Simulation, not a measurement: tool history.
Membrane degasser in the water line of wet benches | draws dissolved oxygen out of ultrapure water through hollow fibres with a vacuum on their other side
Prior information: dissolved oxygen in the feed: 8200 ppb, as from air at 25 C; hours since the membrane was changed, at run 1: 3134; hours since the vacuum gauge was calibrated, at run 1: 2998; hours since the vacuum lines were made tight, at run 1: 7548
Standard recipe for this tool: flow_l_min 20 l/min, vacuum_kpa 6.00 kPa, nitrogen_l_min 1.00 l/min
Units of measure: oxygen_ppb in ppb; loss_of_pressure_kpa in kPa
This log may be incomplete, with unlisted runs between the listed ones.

run     day  flow_l_min  vacuum_kpa  nitrogen_l_min  hours since the membrane was changed  hours since the vacuum gauge was calibrated  hours since the vacuum lines were made tight  oxygen_ppb  loss_of_pressure_kpa
  1   0.000          20        6.00            1.00                                  3134                                         2998                                          7548       127.5                 62.78
  2   1.608          20        6.00            1.00                                  3172                                         3037                                          7587       126.8                 62.89
  3   3.242          20        6.00            0.47                                  3212                                         3076                                          7626       233.4                 63.34
  4   5.525          20        6.00            0.47                                  3266                                         3131                                          7681       235.4                 63.05
  5   7.917          20        6.00            1.00                                  3324                                         3188                                          7738       126.2                 62.72
  6  10.646          20        6.00            1.00                                  3389                                         3254                                          7804       124.4                 63.02
  7  12.071          20        6.00            1.00                                  3423                                         3288                                          7838       125.5                 63.80
  8  14.658          20        3.68            1.00                                  3486                                         3350                                          7900        23.3                 63.20
  9  17.458          20        7.55            1.00                                  3553                                         3417                                          7967       192.1                 63.39
     18.688  -- seals of the vacuum lines changed
 10  18.950          20        7.55            1.00                                  3587                                         3451                                             6       187.5                 63.34
 11  20.733          20        6.00            1.25                                  3629                                         3494                                            49       101.5                 63.63
 12  23.404          18        6.00            1.00                                  3694                                         3558                                           113       113.9                 57.27
 13  25.725          20        6.00            0.97                                  3749                                         3614                                           169       128.2                 63.06
 14  28.662          20        6.00            1.00                                  3820                                         3684                                           239       127.5                 63.35
 15  30.554          20        6.00            1.00                                  3865                                         3730                                           285       127.2                 63.40
 16  33.250          20        6.00            1.00                                  3930                                         3794                                           349       125.4                 63.22
 17  35.525          32        4.32            0.72                                  3984                                         3849                                           404       115.8                101.88
 18  37.712          21       14.13            0.52                                  4037                                         3902                                           457       808.9                 66.88
 19  39.629          21       14.13            0.52                                  4083                                         3948                                           503       813.8                 66.77
 20  42.833          20       10.95            1.00                                  4160                                         4024                                           580       334.0                 64.03
 21  46.067          20       10.95            1.00                                  4237                                         4102                                           657       333.4                 64.33
 22  47.971          20       10.95            1.00                                  4283                                         4148                                           703       330.4                 63.62
 23  49.321          25        5.51            0.51                                  4316                                         4180                                           735       217.6                 80.41
 24  52.625          25        4.37            2.94                                  4395                                         4259                                           814        29.2                 79.82
 25  55.925          25        8.00            2.94                                  4474                                         4339                                           894       102.5                 79.62
 26  59.158          22        4.18            1.02                                  4552                                         4416                                           971        49.8                 70.48
 27  62.158          22        7.25            1.02                                  4624                                         4488                                          1043       194.7                 70.62
 28  63.867          20        4.55            0.53                                  4665                                         4529                                          1084       105.2                 64.42
 29  65.438          20        4.55            0.53                                  4702                                         4567                                          1122       104.2                 64.47
 30  66.829          20        4.55            0.53                                  4736                                         4600                                          1155       102.6                 64.57

Predict the results of run 31:
 31  68.354          20        4.06            0.75                                  4772                                         4637                                          1192           ?                     ?

Logged for run 31: oxygen_ppb 50.3 ppb, loss_of_pressure_kpa 63.84 kPa.
Had the tool carried no hidden state, the very same run would have given oxygen_ppb 50.2 ppb, loss_of_pressure_kpa 62.66 kPa.
